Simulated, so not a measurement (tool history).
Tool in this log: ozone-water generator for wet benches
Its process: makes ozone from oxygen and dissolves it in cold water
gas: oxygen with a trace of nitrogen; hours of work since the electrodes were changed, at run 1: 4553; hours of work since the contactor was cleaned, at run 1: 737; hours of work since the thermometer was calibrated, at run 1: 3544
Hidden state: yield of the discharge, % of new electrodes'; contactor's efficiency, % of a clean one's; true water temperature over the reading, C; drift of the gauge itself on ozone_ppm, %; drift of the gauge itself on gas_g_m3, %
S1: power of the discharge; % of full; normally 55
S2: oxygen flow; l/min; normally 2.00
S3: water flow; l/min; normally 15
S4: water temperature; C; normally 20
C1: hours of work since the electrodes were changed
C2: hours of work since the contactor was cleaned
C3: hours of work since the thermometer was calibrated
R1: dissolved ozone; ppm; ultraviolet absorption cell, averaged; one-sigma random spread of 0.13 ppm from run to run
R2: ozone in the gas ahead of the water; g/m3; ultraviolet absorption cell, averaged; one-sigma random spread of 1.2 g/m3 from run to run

Run 1, hour 0.0: usual settings; C1 4553; C2 737; C3 3544. Result: R1 13.0 ppm, R2 183.5 g/m3.
Run 2, hour 145.9: usual settings but S3 21 l/min; C1 4650; C2 834; C3 3641. Result: R1 9.7 ppm, R2 184.8 g/m3.
Run 3, hour 262.3: usual settings; C1 4727; C2 911; C3 3718. Result: R1 13.0 ppm, R2 184.8 g/m3.
Run 4, hour 363.1: usual settings; C1 4794; C2 978; C3 3785. Result: R1 13.0 ppm, R2 183.6 g/m3.
Run 5, hour 449.1: usual settings; C1 4851; C2 1035; C3 3842. Result: R1 12.9 ppm, R2 183.8 g/m3.
Run 6, hour 525.5: usual settings; C1 4902; C2 1086; C3 3893. Result: R1 12.9 ppm, R2 183.9 g/m3.
Run 7, hour 615.7: usual settings; C1 4962; C2 1146; C3 3953. Result: R1 12.7 ppm, R2 182.8 g/m3.
Run 8, hour 753.2: usual settings but S4 18 C; C1 5054; C2 1238; C3 4044. Result: R1 13.1 ppm, R2 183.4 g/m3.
At hour 913.2: water thermometer calibrated.
Run 9, hour 927.4: usual settings; C1 5169; C2 1353; C3 9. Result: R1 12.9 ppm, R2 182.2 g/m3.
Run 10, hour 1062.8: usual settings; C1 5259; C2 1443; C3 99. Result: R1 12.6 ppm, R2 181.9 g/m3.
Run 11, hour 1245.8: usual settings; C1 5381; C2 1565; C3 221. Result: R1 12.8 ppm, R2 182.6 g/m3.
Run 12, hour 1377.7: usual settings; C1 5468; C2 1652; C3 309. Result: R1 12.6 ppm, R2 179.4 g/m3.
Run 13, hour 1493.1: usual settings; C1 5545; C2 1729; C3 385. Result: R1 12.5 ppm, R2 180.9 g/m3.
Run 14, hour 1667.4: usual settings; C1 5661; C2 1845; C3 501. Result: R1 12.7 ppm, R2 180.8 g/m3.
Run 15, hour 1757.1: usual settings; C1 5720; C2 1904; C3 561. Result: R1 12.5 ppm, R2 179.7 g/m3.
Run 16, hour 1882.1: usual settings; C1 5803; C2 1987; C3 644. Result: R1 12.3 ppm, R2 177.6 g/m3.
Run 17, hour 2029.6: usual settings; C1 5901; C2 2085; C3 742. Result: R1 12.5 ppm, R2 177.7 g/m3.
Run 18, hour 2118.5: usual settings; C1 5960; C2 2144; C3 801. Result: R1 12.3 ppm, R2 177.8 g/m3.
Run 19, hour 2216.1: usual settings but S2 1.45 l/min, S3 22 l/min; C1 6025; C2 2209; C3 866. Result: R1 7.7 ppm, R2 204.8 g/m3.
Run 20, hour 2391.6: usual settings but S2 1.45 l/min, S3 22 l/min; C1 6142; C2 2326; C3 982. Result: R1 7.5 ppm, R2 202.9 g/m3.
Run 21, hour 2568.9: usual settings but S2 1.45 l/min, S3 11 l/min; C1 6260; C2 2444; C3 1100. Result: R1 14.6 ppm, R2 202.5 g/m3.
Run 22, hour 2649.9: usual settings; C1 6313; C2 2498; C3 1154. Result: R1 12.2 ppm, R2 176.1 g/m3.
Run 23, hour 2735.4: usual settings but S4 25 C; C1 6370; C2 2554; C3 1211. Result: R1 11.5 ppm, R2 177.2 g/m3.
Run 24, hour 2816.6: usual settings but S4 25 C; C1 6424; C2 2608; C3 1265. Result: R1 11.3 ppm, R2 173.6 g/m3.
Run 25, hour 2935.7: usual settings but S1 82 % of full, S2 2.63 l/min, S3 23 l/min, S4 25 C; C1 6503; C2 2687; C3 1344. Result: R1 11.5 ppm, R2 210.9 g/m3.
Run 26, hour 3087.8: usual settings but S1 80 % of full; C1 6605; C2 2789; C3 1445. Result: R1 16.1 ppm, R2 230.2 g/m3.
Run 27, hour 3245.7: usual settings but S1 76 % of full, S2 2.14 l/min, S4 12 C; C1 6709; C2 2893; C3 1550. Result: R1 16.6 ppm, R2 215.0 g/m3.
Run 28, hour 3429.4: usual settings but S1 51 % of full, S3 23 l/min; C1 6831; C2 3015; C3 1672. Result: R1 7.8 ppm, R2 162.7 g/m3.
Run 29, hour 3519.0: usual settings but S1 51 % of full, S3 11 l/min, S4 22 C; C1 6891; C2 3075; C3 1731. Result: R1 14.0 ppm, R2 164.9 g/m3.
Run 30, hour 3623.3: usual settings but S1 74 % of full, S3 11 l/min, S4 12 C; C1 6960; C2 3144; C3 1801. Result: R1 20.9 ppm, R2 214.4 g/m3.
Run 31, hour 3756.8: usual settings but S1 74 % of full, S3 11 l/min, S4 12 C; C1 7049; C2 3233; C3 1889. Result: R1 20.1 ppm, R2 213.0 g/m3.
Run 32, hour 3896.6: usual settings but S1 74 % of full, S3 11 l/min, S4 12 C; C1 7142; C2 3326; C3 1982. Result: R1 20.3 ppm, R2 213.1 g/m3.

What differs in the tool's unlogged condition from the final listed run ahead of each entry between runs to the first listed run following it?
In the gap between runs 8 and 9: water thermometer calibrated (hour 913.2)
  yield of the discharge, % of new electrodes': 85.2 -> 84.9; contactor's efficiency, % of a clean one's: 97 -> 96.7; true water temperature over the reading, C: 0.38 -> -0.02
  the result without the hidden state subtracted from the measured one, R1: -2.0 -> -2.0 ppm; R2: -24.9 -> -25.4 g/m3
